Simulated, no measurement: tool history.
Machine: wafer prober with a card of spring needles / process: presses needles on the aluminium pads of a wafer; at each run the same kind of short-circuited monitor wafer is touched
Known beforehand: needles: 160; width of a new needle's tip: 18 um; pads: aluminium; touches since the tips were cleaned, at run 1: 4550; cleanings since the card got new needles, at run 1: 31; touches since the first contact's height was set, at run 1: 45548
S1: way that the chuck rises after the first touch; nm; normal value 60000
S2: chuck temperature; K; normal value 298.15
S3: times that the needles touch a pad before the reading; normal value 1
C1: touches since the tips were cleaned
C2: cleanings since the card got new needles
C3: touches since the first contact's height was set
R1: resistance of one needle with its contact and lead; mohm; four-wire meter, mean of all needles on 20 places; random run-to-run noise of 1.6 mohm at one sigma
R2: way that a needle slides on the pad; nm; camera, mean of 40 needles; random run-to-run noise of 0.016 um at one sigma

run,day,S1,S2,S3,C1,C2,C3,R1,R2
1,0.000,60000,298.15,1,4550,31,45548,299,14770
# day 0.225: tips cleaned on abrasive film
2,0.821,60000,298.15,1,3414,32,50219,265,14730
# day 1.300: tips cleaned on abrasive film
3,1.862,60000,298.15,1,3215,33,56152,272,14750
# day 2.408: tips cleaned on abrasive film
4,3.112,60000,298.15,2,4036,34,63293,231,14680
# day 3.408: tips cleaned on abrasive film
5,4.142,60000,298.15,2,4213,35,69156,232,14640
# day 4.446: tips cleaned on abrasive film
# day 4.612: height of the first contact set anew
# day 5.500: tips cleaned on abrasive film
6,5.592,60000,298.15,2,520,37,5573,171,14910
# day 6.567: tips cleaned on abrasive film
7,6.933,60000,298.15,2,2080,38,13220,205,14870
# day 7.575: tips cleaned on abrasive film
8,7.971,60000,298.15,2,2254,39,19130,199,14880
# day 8.604: tips cleaned on abrasive film
9,8.792,60000,324.15,1,1082,40,23820,211,14840
# day 9.662: tips cleaned on abrasive film
10,10.442,60000,327.15,1,4478,41,33239,285,14770
# day 10.700: tips cleaned on abrasive film
# day 11.746: tips cleaned on abrasive film
11,11.867,60000,327.15,1,684,43,41337,206,14760
# day 12.846: tips cleaned on abrasive film
12,12.862,60000,298.15,1,100,44,47019,169,14730
# day 13.883: tips cleaned on abrasive film
13,13.883,60000,298.15,1,0,45,52833,159,14710
14,14.671,60000,298.15,1,4496,45,57329,293,14720
# day 14.908: tips cleaned on abrasive film
# day 15.912: tips cleaned on abrasive film
15,15.912,79000,298.15,1,0,47,64381,152,19350
# day 16.950: tips cleaned on abrasive film
# day 17.246: height of the first contact set anew
16,17.412,79000,298.15,1,2580,48,958,211,19640
# day 18.033: tips cleaned on abrasive film
17,18.879,79000,298.15,1,4836,49,9316,230,19590
# day 19.100: tips cleaned on abrasive film
# day 20.133: tips cleaned on abrasive film
18,20.308,79000,298.15,1,1002,51,17461,183,19560
# day 21.138: tips cleaned on abrasive film
19,21.804,45000,347.15,1,3813,52,25977,364,11100
# day 22.238: tips cleaned on abrasive film
20,23.021,60000,342.15,1,4476,53,32918,289,14800
# day 23.271: tips cleaned on abrasive film
# day 24.354: tips cleaned on abrasive film
21,24.671,73000,304.15,2,1817,55,42326,186,17980
# day 25.500: tips cleaned on abrasive film
22,26.388,73000,304.15,2,5073,56,52122,211,17970
# day 26.512: tips cleaned on abrasive film
23,27.233,53000,313.15,3,4129,57,56928,219,12970

Run 24 is up next; what results do you expect?
# day 27.550: tips cleaned on abrasive film
# day 28.558: tips cleaned on abrasive film
24,28.925,53000,313.15,3,2102,59,66560,?,?

{"run 24": {"R1": 203, "R2": 12920}}
On a tool with no hidden condition, and with the same random variation, this run would have come out at R1 157 mohm, R2 13170 nm.

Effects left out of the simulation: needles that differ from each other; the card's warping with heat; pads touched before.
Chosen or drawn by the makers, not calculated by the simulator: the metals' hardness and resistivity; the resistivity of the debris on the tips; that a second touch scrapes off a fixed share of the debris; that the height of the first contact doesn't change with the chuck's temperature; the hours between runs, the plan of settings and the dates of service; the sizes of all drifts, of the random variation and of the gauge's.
